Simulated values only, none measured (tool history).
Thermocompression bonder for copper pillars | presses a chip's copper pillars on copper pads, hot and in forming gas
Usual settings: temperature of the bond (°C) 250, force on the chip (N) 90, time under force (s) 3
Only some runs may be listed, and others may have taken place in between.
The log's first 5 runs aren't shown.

run	hour	temperature of the bond (°C)	force on the chip (N)	time under force (s)	hours of work since the heater was calibrated	hours of work since the force cell was calibrated	hours of work since the gas filter was changed	force that shears a chip off (N)
6	48.1	280	90	3	239	440	343	55.9
7	58.5	280	90	3	245	446	349	55.6
8	70.5	250	56	3	253	453	357	21.3
9	78.1	250	56	3	257	458	361	21.3
10	88.9	250	90	3	264	464	368	36.8
11	100.0	250	90	5	271	471	375	44.2
12	105.8	250	90	7	274	475	378	48.6
13	115.5	250	90	3	280	481	384	36.7
14	127.9	250	90	3	288	488	392	37.1
15	135.8	250	90	3	293	493	397	37.2
16	141.0	250	90	3	296	496	400	37.1
17	152.5	250	90	3	303	503	407	37.0
18	164.0	250	90	3	310	510	414	36.9
19	175.3	250	90	2	317	517	421	31.6
20	185.0	250	90	2	323	523	427	31.7
21	193.2	260	108	3	328	528	432	50.0
22	200.8	230	112	3	332	533	436	31.9
23	213.0	249	90	8	340	540	444	49.9
24	219.9	250	117	3	344	544	448	47.0
25	229.9	250	107	3	350	551	454	43.7

Run 26 has not been measured yet. What should we expect?
26	235.9	261	90	2	354	554	458	?

{"run 26": {"force that shears a chip off (N)": 38.2}}
Had the tool carried no hidden state, the very same run would have given force that shears a chip off (N) 40.9.

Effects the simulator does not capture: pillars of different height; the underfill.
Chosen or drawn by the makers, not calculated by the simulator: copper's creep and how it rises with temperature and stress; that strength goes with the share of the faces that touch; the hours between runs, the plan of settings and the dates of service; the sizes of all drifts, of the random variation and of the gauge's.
